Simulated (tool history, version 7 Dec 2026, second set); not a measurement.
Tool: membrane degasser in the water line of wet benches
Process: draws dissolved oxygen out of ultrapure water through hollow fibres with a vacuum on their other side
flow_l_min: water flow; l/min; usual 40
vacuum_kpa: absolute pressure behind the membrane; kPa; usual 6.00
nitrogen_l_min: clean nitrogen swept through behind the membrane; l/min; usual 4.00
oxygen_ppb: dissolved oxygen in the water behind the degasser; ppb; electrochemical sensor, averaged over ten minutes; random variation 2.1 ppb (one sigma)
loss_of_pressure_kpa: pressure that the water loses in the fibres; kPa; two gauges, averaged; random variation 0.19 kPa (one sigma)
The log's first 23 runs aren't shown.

Run 24, hour 1020.5: usual settings but flow_l_min 50 l/min, vacuum_kpa 12.67 kPa, nitrogen_l_min 3.47 l/min. Result: oxygen_ppb 496.2 ppb, loss_of_pressure_kpa 49.94 kPa.
Run 25, hour 1082.1: usual settings but flow_l_min 55 l/min, vacuum_kpa 4.56 kPa. Result: oxygen_ppb 264.3 ppb, loss_of_pressure_kpa 54.43 kPa.
Run 26, hour 1139.0: usual settings but flow_l_min 30 l/min, vacuum_kpa 14.90 kPa, nitrogen_l_min 2.63 l/min. Result: oxygen_ppb 388.9 ppb, loss_of_pressure_kpa 29.68 kPa.
Run 27, hour 1190.4: usual settings but flow_l_min 30 l/min, vacuum_kpa 14.90 kPa, nitrogen_l_min 2.63 l/min. Result: oxygen_ppb 381.1 ppb, loss_of_pressure_kpa 29.65 kPa.
Run 28, hour 1254.8: usual settings but flow_l_min 30 l/min, vacuum_kpa 14.90 kPa, nitrogen_l_min 2.63 l/min. Result: oxygen_ppb 384.4 ppb, loss_of_pressure_kpa 29.45 kPa.
Run 29, hour 1316.3: usual settings but flow_l_min 39 l/min, vacuum_kpa 10.31 kPa, nitrogen_l_min 10.84 l/min. Result: oxygen_ppb 194.8 ppb, loss_of_pressure_kpa 38.56 kPa.
At hour 1346.4: gauge calibrated.
Run 30, hour 1381.8: usual settings but flow_l_min 39 l/min, vacuum_kpa 10.31 kPa, nitrogen_l_min 10.84 l/min. Result: oxygen_ppb 195.1 ppb, loss_of_pressure_kpa 39.59 kPa.
Run 31, hour 1415.0: usual settings but flow_l_min 26 l/min, vacuum_kpa 3.62 kPa, nitrogen_l_min 4.78 l/min. Result: oxygen_ppb 72.3 ppb, loss_of_pressure_kpa 26.28 kPa.

3 ways to go on from here, each from the tool as it stands after run 31. What would each give?
Run A, hour 1456.5: usual settings but vacuum_kpa 9.50 kPa. Result: oxygen_ppb ?, loss_of_pressure_kpa ?.
Run B, hour 1456.5: usual settings but vacuum_kpa 9.74 kPa. Result: oxygen_ppb ?, loss_of_pressure_kpa ?.
Run C, hour 1456.5: usual settings but flow_l_min 45 l/min, vacuum_kpa 3.62 kPa, nitrogen_l_min 4.78 l/min. Result: oxygen_ppb ?, loss_of_pressure_kpa ?.

run  oxygen_ppb  loss_of_pressure_kpa
  A       282.9                 40.18
  B       289.3                 40.51
  C       177.7                 45.44
Without the tool's hidden state the same runs would have given:
run  oxygen_ppb  loss_of_pressure_kpa
  A       282.8                 40.27
  B       289.2                 40.60
  C       177.6                 45.53
